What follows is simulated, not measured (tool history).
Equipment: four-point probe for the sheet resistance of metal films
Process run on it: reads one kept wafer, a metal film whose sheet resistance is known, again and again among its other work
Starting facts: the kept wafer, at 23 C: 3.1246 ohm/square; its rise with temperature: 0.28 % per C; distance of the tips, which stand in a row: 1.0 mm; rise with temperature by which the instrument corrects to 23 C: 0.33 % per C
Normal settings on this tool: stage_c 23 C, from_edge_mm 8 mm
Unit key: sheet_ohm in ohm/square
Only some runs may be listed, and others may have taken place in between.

run   hour  stage_c  from_edge_mm  sheet_ohm
  1      0       23             8   3.153992
  2   17.5       23             8   3.153699
  3   27.9       23             8   3.153293
  4   39.7       23             8   3.153637
  5   50.7       33             8   3.138267
  6   63.5       33             8   3.138236
  7     79       33             8   3.137541
  8   93.1       33             8   3.136768
  9  114.2       33             8   3.137349
 10  133.3       25             8   3.149654
 11  152.4       23             8   3.151262
 12    164       23             8   3.151911
 13  185.1       23             8   3.151006
 14  202.9       23            48   3.126237
 15  219.3       23             8   3.152306
 16  231.5       23            34   3.128051
 17  242.4       23            34   3.126827
 18  255.3       23            34   3.125535
 19  278.1       25             8   3.148516
 20  295.1       25             8   3.148918
 21  313.6       25             8   3.147832
 22  325.2       23            22    3.12848
 23  336.6       22             8   3.151011
 24  347.6       22             8   3.152234
 25  370.5       28            12   3.128642
 26  383.3       23            16   3.130812
 27  398.6       23            16   3.131793
 28  410.6       26            68   3.120764
 29  420.6       26            68   3.119923

What will run 30 give?
 30  437.6       25            39          ?

Run 30 produced sheet_ohm 3.122529 ohm/square.
Take away the tool's hidden state, keep the run-to-run variation as it was, and the same run would have given sheet_ohm 3.122885 ohm/square.
